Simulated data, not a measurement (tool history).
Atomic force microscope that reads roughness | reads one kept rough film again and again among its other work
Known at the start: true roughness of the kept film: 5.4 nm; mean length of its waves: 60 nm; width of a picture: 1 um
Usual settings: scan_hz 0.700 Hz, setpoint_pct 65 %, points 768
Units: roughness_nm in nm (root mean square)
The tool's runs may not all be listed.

run	hour	scan_hz	setpoint_pct	points	roughness_nm
1	0.0	0.700	65	768	5.049
2	44.8	0.700	65	768	4.917
3	79.4	0.700	65	768	4.889
4	113.9	0.700	65	336	4.797
5	157.6	0.700	65	741	4.742
6	222.5	0.700	65	768	4.644
# hour 259.5: new tip fitted
7	273.3	0.700	55	768	5.094
8	315.2	2.265	55	768	4.879
9	382.0	0.700	56	768	4.877
10	410.7	0.700	65	268	4.741
11	477.3	0.700	65	268	4.593
# hour 524.9: new tip fitted
12	536.1	0.700	65	268	5.008
13	577.4	0.700	65	268	4.881
14	641.7	0.700	65	268	4.811
15	673.6	0.700	65	268	4.795
16	716.1	0.700	66	768	4.676
# hour 721.7: height scale calibrated on a step standard
17	774.7	0.699	80	1018	4.453
# hour 789.7: new tip fitted
18	828.1	1.861	65	769	4.755
# hour 839.5: height scale calibrated on a step standard, once more
19	870.1	1.861	65	769	4.725
20	908.7	1.136	65	614	4.799
21	962.0	1.413	77	475	4.471
22	1007.7	0.700	70	506	4.650
23	1036.4	0.591	83	849	4.508
# hour 1055.0: new tip fitted
24	1104.7	3.517	79	265	4.074
25	1143.3	3.517	64	324	4.490

Forecast each of these 4 alternatives for the next run:
A	1200.3	1.980	82	768	?
B	1200.3	0.568	65	768	?
C	1200.3	0.897	79	768	?
D	1200.3	0.696	59	334	?

run	roughness_nm
A	4.222
B	4.792
C	4.598
D	4.811
Without the tool's hidden state the same runs would have given:
run	roughness_nm
A	4.474
B	5.078
C	4.873
D	5.098
